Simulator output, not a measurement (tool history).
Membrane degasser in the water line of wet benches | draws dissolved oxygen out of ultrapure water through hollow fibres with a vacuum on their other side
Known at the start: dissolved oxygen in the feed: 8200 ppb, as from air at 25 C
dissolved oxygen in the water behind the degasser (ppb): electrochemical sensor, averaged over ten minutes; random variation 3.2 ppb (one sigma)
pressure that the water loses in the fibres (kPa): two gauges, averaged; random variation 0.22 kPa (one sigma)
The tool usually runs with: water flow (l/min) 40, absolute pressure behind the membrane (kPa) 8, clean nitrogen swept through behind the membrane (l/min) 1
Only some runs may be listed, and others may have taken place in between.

run	hour	water flow (l/min)	absolute pressure behind the membrane (kPa)	clean nitrogen swept through behind the membrane (l/min)	dissolved oxygen in the water behind the degasser (ppb)	pressure that the water loses in the fibres (kPa)
1	0	40	8	1	372.3	54.75
2	47.6	40	8	1	380.3	55.04
3	116.2	40	8	1	374.9	55.2
4	160.7	40	8	1	373.2	54.74
5	197.5	40	8	1	377.4	54.89
6	269.6	40	8	1	373.9	54.6
7	336.5	40	8	1	383.3	54.97
8	409	29	11	0.58	694.9	39.93
9	476.7	29	11	0.58	695.2	39.71
10	549.1	33	6.33	0.85	241.3	45.5
11	597.3	33	6.33	0.85	239.8	44.98
12	668	40	8	1	382.4	55.05
13	704.2	62	7.13	1.31	384.6	85.31

Forecast each of these 5 alternatives for the next run:
A	754.7	56	15.75	2.14	?	?
B	754.7	26	6.28	1.31	?	?
C	754.7	62	6.83	1.31	?	?
D	754.7	44	12.53	1.65	?	?
E	754.7	46	7.54	2.17	?	?

run	dissolved oxygen in the water behind the degasser (ppb)	pressure that the water loses in the fibres (kPa)
A	678.4	77
B	134.1	35.66
C	351.1	85.62
D	521.6	60.39
E	210.3	62.8
Without the tool's hidden state the same runs would have given:
run	dissolved oxygen in the water behind the degasser (ppb)	pressure that the water loses in the fibres (kPa)
A	678.1	76.95
B	133.9	35.63
C	350.7	85.56
D	521.4	60.35
E	210.1	62.75

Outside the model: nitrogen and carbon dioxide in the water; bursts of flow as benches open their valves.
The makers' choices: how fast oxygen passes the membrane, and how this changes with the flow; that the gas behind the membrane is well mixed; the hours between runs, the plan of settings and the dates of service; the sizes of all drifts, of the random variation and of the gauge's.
